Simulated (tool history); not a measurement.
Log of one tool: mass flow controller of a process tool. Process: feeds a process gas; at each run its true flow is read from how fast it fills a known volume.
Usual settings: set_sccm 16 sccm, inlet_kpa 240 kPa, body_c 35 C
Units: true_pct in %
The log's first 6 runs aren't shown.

| run | hour | set_sccm | inlet_kpa | body_c | true_pct |
|---|---|---|---|---|---|
| 7 | 2379.5 | 16 | 240 | 38 | 100.73 |
|  | 2436.5 | controller exchanged for a calibrated one |
| 8 | 2931.5 | 16 | 176 | 35 | 99.45 |
| 9 | 3192.7 | 16 | 176 | 35 | 99.51 |
| 10 | 3482.3 | 16 | 240 | 37 | 99.96 |
| 11 | 3950.7 | 16 | 240 | 35 | 100.03 |
| 12 | 4317.2 | 16 | 204 | 35 | 99.69 |
| 13 | 4618.8 | 2 | 204 | 35 | 98.18 |
| 14 | 4885.1 | 16 | 240 | 35 | 100.17 |
| 15 | 5128.7 | 16 | 178 | 35 | 99.7 |
| 16 | 5675.7 | 16 | 178 | 35 | 99.66 |
| 17 | 5977.2 | 16 | 178 | 35 | 99.73 |

Forecast run 18:
| 18 | 6301.1 | 16 | 178 | 32 | ? |

{"run 18": {"true_pct": 99.75}}
Without the tool's hidden state the same run would have given true_pct 99.39 %.
